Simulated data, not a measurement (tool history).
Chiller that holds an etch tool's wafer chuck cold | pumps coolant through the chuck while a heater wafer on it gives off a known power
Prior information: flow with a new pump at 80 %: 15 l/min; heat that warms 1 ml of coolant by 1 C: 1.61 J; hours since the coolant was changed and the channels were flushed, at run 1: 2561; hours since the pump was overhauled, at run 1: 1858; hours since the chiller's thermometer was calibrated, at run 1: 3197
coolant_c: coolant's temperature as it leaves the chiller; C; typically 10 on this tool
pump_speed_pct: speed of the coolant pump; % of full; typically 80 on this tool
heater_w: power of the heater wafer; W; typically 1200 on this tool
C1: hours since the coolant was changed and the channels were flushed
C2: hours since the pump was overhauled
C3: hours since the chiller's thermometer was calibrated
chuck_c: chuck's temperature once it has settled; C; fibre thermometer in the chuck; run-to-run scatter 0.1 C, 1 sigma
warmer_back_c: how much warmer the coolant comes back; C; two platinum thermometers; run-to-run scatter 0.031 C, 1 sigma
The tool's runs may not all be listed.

{"run": 1, "hour": 0.0, "coolant_c": 10, "pump_speed_pct": 80, "heater_w": 1200, "C1": 2561, "C2": 1858, "C3": 3197, "chuck_c": 22.3, "warmer_back_c": 3.14}
{"run": 2, "hour": 38.6, "coolant_c": 5, "pump_speed_pct": 80, "heater_w": 1200, "C1": 2599, "C2": 1896, "C3": 3236, "chuck_c": 17.4, "warmer_back_c": 3.14}
{"run": 3, "hour": 110.5, "coolant_c": 5, "pump_speed_pct": 80, "heater_w": 1200, "C1": 2671, "C2": 1968, "C3": 3308, "chuck_c": 17.4, "warmer_back_c": 3.16}
{"run": 4, "hour": 145.7, "coolant_c": 10, "pump_speed_pct": 80, "heater_w": 1200, "C1": 2707, "C2": 2003, "C3": 3343, "chuck_c": 22.6, "warmer_back_c": 3.13}
{"run": 5, "hour": 209.9, "coolant_c": 10, "pump_speed_pct": 80, "heater_w": 1200, "C1": 2771, "C2": 2068, "C3": 3407, "chuck_c": 22.4, "warmer_back_c": 3.17}
{"run": 6, "hour": 250.9, "coolant_c": 10, "pump_speed_pct": 80, "heater_w": 1232, "C1": 2812, "C2": 2109, "C3": 3448, "chuck_c": 22.9, "warmer_back_c": 3.24}
{"run": 7, "hour": 304.6, "coolant_c": 14, "pump_speed_pct": 80, "heater_w": 1200, "C1": 2865, "C2": 2162, "C3": 3502, "chuck_c": 26.7, "warmer_back_c": 3.12}
{"run": 8, "hour": 353.9, "coolant_c": 14, "pump_speed_pct": 80, "heater_w": 1200, "C1": 2915, "C2": 2212, "C3": 3551, "chuck_c": 26.6, "warmer_back_c": 3.18}
{"run": 9, "hour": 387.7, "coolant_c": 14, "pump_speed_pct": 80, "heater_w": 1200, "C1": 2949, "C2": 2245, "C3": 3585, "chuck_c": 26.6, "warmer_back_c": 3.2}
{"run": 10, "hour": 466.2, "coolant_c": 10, "pump_speed_pct": 80, "heater_w": 1200, "C1": 3027, "C2": 2324, "C3": 3664, "chuck_c": 22.6, "warmer_back_c": 3.2}
{"run": 11, "hour": 513.2, "coolant_c": 10, "pump_speed_pct": 80, "heater_w": 1200, "C1": 3074, "C2": 2371, "C3": 3710, "chuck_c": 22.8, "warmer_back_c": 3.16}
{"run": 12, "hour": 574.5, "coolant_c": 10, "pump_speed_pct": 80, "heater_w": 1200, "C1": 3135, "C2": 2432, "C3": 3772, "chuck_c": 22.7, "warmer_back_c": 3.18}
{"run": 13, "hour": 644.2, "coolant_c": 10, "pump_speed_pct": 80, "heater_w": 1200, "C1": 3205, "C2": 2502, "C3": 3842, "chuck_c": 22.9, "warmer_back_c": 3.16}
{"run": 14, "hour": 688.5, "coolant_c": 10, "pump_speed_pct": 80, "heater_w": 1200, "C1": 3249, "C2": 2546, "C3": 3886, "chuck_c": 22.9, "warmer_back_c": 3.17}
{"run": 15, "hour": 737.9, "coolant_c": 18, "pump_speed_pct": 63, "heater_w": 633, "C1": 3299, "C2": 2596, "C3": 3935, "chuck_c": 26.5, "warmer_back_c": 2.2}
{"run": 16, "hour": 785.9, "coolant_c": 19, "pump_speed_pct": 87, "heater_w": 1149, "C1": 3347, "C2": 2644, "C3": 3983, "chuck_c": 30.5, "warmer_back_c": 2.83}
{"run": 17, "hour": 840.1, "coolant_c": 10, "pump_speed_pct": 79, "heater_w": 1796, "C1": 3401, "C2": 2698, "C3": 4037, "chuck_c": 29.4, "warmer_back_c": 4.88}
{"run": 18, "hour": 877.8, "coolant_c": 10, "pump_speed_pct": 82, "heater_w": 630, "C1": 3439, "C2": 2735, "C3": 4075, "chuck_c": 17, "warmer_back_c": 1.65}
{"run": 19, "hour": 956.8, "coolant_c": 10, "pump_speed_pct": 82, "heater_w": 630, "C1": 3518, "C2": 2814, "C3": 4154, "chuck_c": 17.1, "warmer_back_c": 1.67}
{"run": 20, "hour": 1035.0, "coolant_c": 10, "pump_speed_pct": 77, "heater_w": 1200, "C1": 3596, "C2": 2893, "C3": 4232, "chuck_c": 23.6, "warmer_back_c": 3.43}
{"run": 21, "hour": 1100.8, "coolant_c": 15, "pump_speed_pct": 77, "heater_w": 1200, "C1": 3662, "C2": 2958, "C3": 4298, "chuck_c": 28.6, "warmer_back_c": 3.37}
{"run": 22, "hour": 1163.1, "coolant_c": 13, "pump_speed_pct": 62, "heater_w": 1200, "C1": 3724, "C2": 3021, "C3": 4360, "chuck_c": 29.3, "warmer_back_c": 4.28}
{"run": 23, "hour": 1229.2, "coolant_c": 13, "pump_speed_pct": 62, "heater_w": 1200, "C1": 3790, "C2": 3087, "C3": 4426, "chuck_c": 29.4, "warmer_back_c": 4.26}
{"run": 24, "hour": 1264.2, "coolant_c": 9, "pump_speed_pct": 74, "heater_w": 602, "C1": 3825, "C2": 3122, "C3": 4461, "chuck_c": 16.4, "warmer_back_c": 1.76}
{"run": 25, "hour": 1333.0, "coolant_c": 0, "pump_speed_pct": 75, "heater_w": 866, "C1": 3894, "C2": 3191, "C3": 4530, "chuck_c": 10.3, "warmer_back_c": 2.53}

5 options for the next run, each taken on its own from the tool as it stands now. Forecast them:
{"run": "A", "hour": 1382.5, "coolant_c": 12, "pump_speed_pct": 77, "heater_w": 1303, "C1": 3943, "C2": 3240, "C3": 4580, "chuck_c": "?", "warmer_back_c": "?"}
{"run": "B", "hour": 1382.5, "coolant_c": 0, "pump_speed_pct": 84, "heater_w": 981, "C1": 3943, "C2": 3240, "C3": 4580, "chuck_c": "?", "warmer_back_c": "?"}
{"run": "C", "hour": 1382.5, "coolant_c": 18, "pump_speed_pct": 67, "heater_w": 732, "C1": 3943, "C2": 3240, "C3": 4580, "chuck_c": "?", "warmer_back_c": "?"}
{"run": "D", "hour": 1382.5, "coolant_c": 9, "pump_speed_pct": 80, "heater_w": 1478, "C1": 3943, "C2": 3240, "C3": 4580, "chuck_c": "?", "warmer_back_c": "?"}
{"run": "E", "hour": 1382.5, "coolant_c": 3, "pump_speed_pct": 84, "heater_w": 750, "C1": 3943, "C2": 3240, "C3": 4580, "chuck_c": "?", "warmer_back_c": "?"}

run=A chuck_c=27 warmer_back_c=3.66
run=B chuck_c=10.7 warmer_back_c=2.49
run=C chuck_c=27.9 warmer_back_c=2.4
run=D chuck_c=25.1 warmer_back_c=3.98
run=E chuck_c=11.5 warmer_back_c=1.92
With no hidden state in the tool, these same runs would have given:
run=A chuck_c=23.9 warmer_back_c=3.34
run=B chuck_c=8.3 warmer_back_c=2.28
run=C chuck_c=25.6 warmer_back_c=2.19
run=D chuck_c=21.8 warmer_back_c=3.65
run=E chuck_c=9.5 warmer_back_c=1.76
